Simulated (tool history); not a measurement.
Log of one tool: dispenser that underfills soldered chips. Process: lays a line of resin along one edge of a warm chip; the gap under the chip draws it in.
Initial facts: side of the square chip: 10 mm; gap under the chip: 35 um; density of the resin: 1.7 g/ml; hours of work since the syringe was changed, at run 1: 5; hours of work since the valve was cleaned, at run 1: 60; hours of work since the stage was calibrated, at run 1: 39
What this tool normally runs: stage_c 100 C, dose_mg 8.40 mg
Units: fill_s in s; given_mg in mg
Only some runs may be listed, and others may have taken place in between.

run   hour  stage_c  dose_mg  hours of work since the syringe was changed  hours of work since the valve was cleaned  hours of work since the stage was calibrated  fill_s  given_mg
  1    0.0      100     8.40                                            5                                         60                                            39   245.7      8.14
       0.8  -- new syringe of resin
      10.5  -- new syringe of resin
  2   10.5      100     8.40                                            0                                         66                                            45   166.2      8.16
      19.9  -- new syringe of resin
  3   20.1       99     8.40                                            0                                         72                                            51   176.9      8.12
      29.2  -- new syringe of resin
  4   29.5      100     9.31                                            0                                         78                                            57   164.2      8.99
      38.7  -- new syringe of resin
  5   38.7      100     9.31                                            0                                         83                                            62   169.0      8.90
      48.8  -- new syringe of resin
  6   50.0      100     9.31                                            1                                         90                                            69   175.2      8.86
      58.9  -- new syringe of resin
  7   59.7      100     9.31                                            1                                         96                                            75   170.2      8.89
  8   65.5      100     9.31                                            4                                        100                                            79   223.4      8.91
      68.8  -- dispensing valve cleaned and set on the balance
      69.7  -- new syringe of resin
  9   76.6      100     9.31                                            4                                          5                                            85   229.7      9.25
      79.4  -- new syringe of resin
 10   86.0      100     9.31                                            4                                         10                                            91   226.3      9.26
      89.0  -- new syringe of resin
 11   91.9      100     9.31                                            2                                         14                                            94   181.0      9.23
      98.9  -- new syringe of resin
 12  101.8      100     9.31                                            2                                         20                                           100   191.4      9.24
     108.7  -- new syringe of resin
 13  108.9      100     9.31                                            0                                         24                                           105   169.8      9.20
 14  116.4       90     8.40                                            5                                         29                                           109   348.7      8.27
     118.1  -- new syringe of resin
 15  121.4       90     8.40                                            2                                         32                                           112   280.3      8.37
     128.2  -- new syringe of resin
 16  128.3       90     8.40                                            0                                         36                                           116   247.3      8.30
     138.1  -- new syringe of resin
 17  139.6      100     8.40                                            1                                         43                                           123   180.0      8.27
 18  145.7       90     7.33                                            5                                         47                                           127   361.0      7.15

Run 19 is up next; what results do you expect?
     147.5  -- new syringe of resin
 19  154.7       90     7.33                                            5                                         53                                           133       ?         ?

{"run 19": {"fill_s": 360.4, "given_mg": 7.19}}
The same run, on a tool lacking any hidden state, would have yielded fill_s 248.1 s, given_mg 7.40 mg.
